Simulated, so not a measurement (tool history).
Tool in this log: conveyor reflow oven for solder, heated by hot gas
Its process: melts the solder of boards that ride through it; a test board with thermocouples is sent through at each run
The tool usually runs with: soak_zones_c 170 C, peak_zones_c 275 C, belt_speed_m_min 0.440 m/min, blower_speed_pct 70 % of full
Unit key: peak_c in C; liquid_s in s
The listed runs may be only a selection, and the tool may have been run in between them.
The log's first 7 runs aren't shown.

-- day=7.033 flux residue cleaned out of gas plates and filters, once more
run 8 day=7.142 | soak_zones_c=170 peak_zones_c=275 belt_speed_m_min=0.440 blower_speed_pct=70 | peak_c=252.2 liquid_s=59.7
run 9 day=8.608 | soak_zones_c=171 peak_zones_c=275 belt_speed_m_min=0.440 blower_speed_pct=70 | peak_c=253.9 liquid_s=60.1
run 10 day=10.017 | soak_zones_c=171 peak_zones_c=275 belt_speed_m_min=0.440 blower_speed_pct=70 | peak_c=253.3 liquid_s=59.8
run 11 day=11.008 | soak_zones_c=171 peak_zones_c=275 belt_speed_m_min=0.440 blower_speed_pct=70 | peak_c=252.3 liquid_s=58.6
run 12 day=12.400 | soak_zones_c=171 peak_zones_c=275 belt_speed_m_min=0.440 blower_speed_pct=70 | peak_c=253.4 liquid_s=59.4
run 13 day=13.625 | soak_zones_c=170 peak_zones_c=275 belt_speed_m_min=0.369 blower_speed_pct=70 | peak_c=259.0 liquid_s=77.7
run 14 day=15.121 | soak_zones_c=170 peak_zones_c=275 belt_speed_m_min=0.440 blower_speed_pct=70 | peak_c=252.2 liquid_s=59.4
run 15 day=16.262 | soak_zones_c=170 peak_zones_c=275 belt_speed_m_min=0.440 blower_speed_pct=70 | peak_c=252.6 liquid_s=58.3
run 16 day=17.638 | soak_zones_c=168 peak_zones_c=276 belt_speed_m_min=0.391 blower_speed_pct=66 | peak_c=255.7 liquid_s=70.2
run 17 day=18.979 | soak_zones_c=159 peak_zones_c=288 belt_speed_m_min=0.440 blower_speed_pct=70 | peak_c=260.0 liquid_s=60.1
run 18 day=20.425 | soak_zones_c=159 peak_zones_c=288 belt_speed_m_min=0.440 blower_speed_pct=70 | peak_c=259.2 liquid_s=60.5
run 19 day=21.867 | soak_zones_c=159 peak_zones_c=288 belt_speed_m_min=0.440 blower_speed_pct=70 | peak_c=259.8 liquid_s=59.8
run 20 day=23.042 | soak_zones_c=170 peak_zones_c=272 belt_speed_m_min=0.440 blower_speed_pct=62 | peak_c=246.5 liquid_s=52.4
run 21 day=24.250 | soak_zones_c=170 peak_zones_c=282 belt_speed_m_min=0.447 blower_speed_pct=62 | peak_c=253.4 liquid_s=57.2
run 22 day=25.204 | soak_zones_c=170 peak_zones_c=282 belt_speed_m_min=0.447 blower_speed_pct=62 | peak_c=252.8 liquid_s=57.4
run 23 day=26.662 | soak_zones_c=155 peak_zones_c=288 belt_speed_m_min=0.519 blower_speed_pct=54 | peak_c=240.1 liquid_s=33.9
run 24 day=27.983 | soak_zones_c=155 peak_zones_c=288 belt_speed_m_min=0.519 blower_speed_pct=54 | peak_c=239.8 liquid_s=32.4
run 25 day=29.425 | soak_zones_c=175 peak_zones_c=282 belt_speed_m_min=0.472 blower_speed_pct=54 | peak_c=248.2 liquid_s=50.9
run 26 day=30.242 | soak_zones_c=163 peak_zones_c=281 belt_speed_m_min=0.511 blower_speed_pct=54 | peak_c=239.1 liquid_s=34.1

Forecast run 27:
run 27 day=30.988 | soak_zones_c=163 peak_zones_c=281 belt_speed_m_min=0.511 blower_speed_pct=54 | peak_c=? liquid_s=?

peak_c: 238.6 C
liquid_s: 34.1 s
Had the tool carried no hidden state, the very same run would have given peak_c 240.1 C, liquid_s 35.7 s.
